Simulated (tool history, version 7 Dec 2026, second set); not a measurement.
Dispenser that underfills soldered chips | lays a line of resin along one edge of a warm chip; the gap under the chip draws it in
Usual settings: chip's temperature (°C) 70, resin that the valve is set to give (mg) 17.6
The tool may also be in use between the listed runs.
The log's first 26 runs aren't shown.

| run | hour | chip's temperature (°C) | resin that the valve is set to give (mg) | time until the resin shows at the far edge (s) | resin that the valve gave (mg) |
|---|---|---|---|---|---|
| 27 | 153.2 | 82 | 21.5 | 57.8 | 21.25 |
|  | 155.2 | new syringe of resin |
| 28 | 161.0 | 72 | 17.9 | 81.9 | 17.75 |
|  | 164.7 | new syringe of resin |
| 29 | 166.3 | 72 | 20.2 | 73.2 | 19.72 |
| 30 | 173.0 | 70 | 16.8 | 97.2 | 16.43 |
|  | 174.6 | new syringe of resin |
| 31 | 181.4 | 70 | 16.8 | 92.2 | 16.43 |
|  | 184.3 | new syringe of resin |
| 32 | 186.3 | 70 | 16.8 | 83.1 | 16.32 |
|  | 193.8 | new syringe of resin |
| 33 | 194.8 | 69 | 17.0 | 80.8 | 16.51 |
| 34 | 200.8 | 69 | 17.0 | 95.1 | 16.43 |

5 ways to go on from here, each from the tool as it stands after run 34. What would each give?
|  | 203.4 | new syringe of resin |
| A | 204.7 | 66 | 17.2 | ? | ? |
|  | 203.4 | new syringe of resin |
| B | 204.7 | 74 | 21.6 | ? | ? |
|  | 203.4 | new syringe of resin |
| C | 204.7 | 83 | 21.5 | ? | ? |
|  | 203.4 | new syringe of resin |
| D | 204.7 | 69 | 18.8 | ? | ? |
|  | 203.4 | new syringe of resin |
| E | 204.7 | 66 | 17.1 | ? | ? |

| run | time until the resin shows at the far edge (s) | resin that the valve gave (mg) |
|---|---|---|
| A | 93.6 | 16.53 |
| B | 64.4 | 21.01 |
| C | 44.9 | 20.55 |
| D | 81.3 | 17.93 |
| E | 94.4 | 16.47 |
Without the tool's hidden state the same runs would have given:
| run | time until the resin shows at the far edge (s) | resin that the valve gave (mg) |
|---|---|---|
| A | 88.7 | 17.19 |
| B | 61.4 | 21.85 |
| C | 42.8 | 21.38 |
| D | 77.3 | 18.65 |
| E | 89.5 | 17.13 |
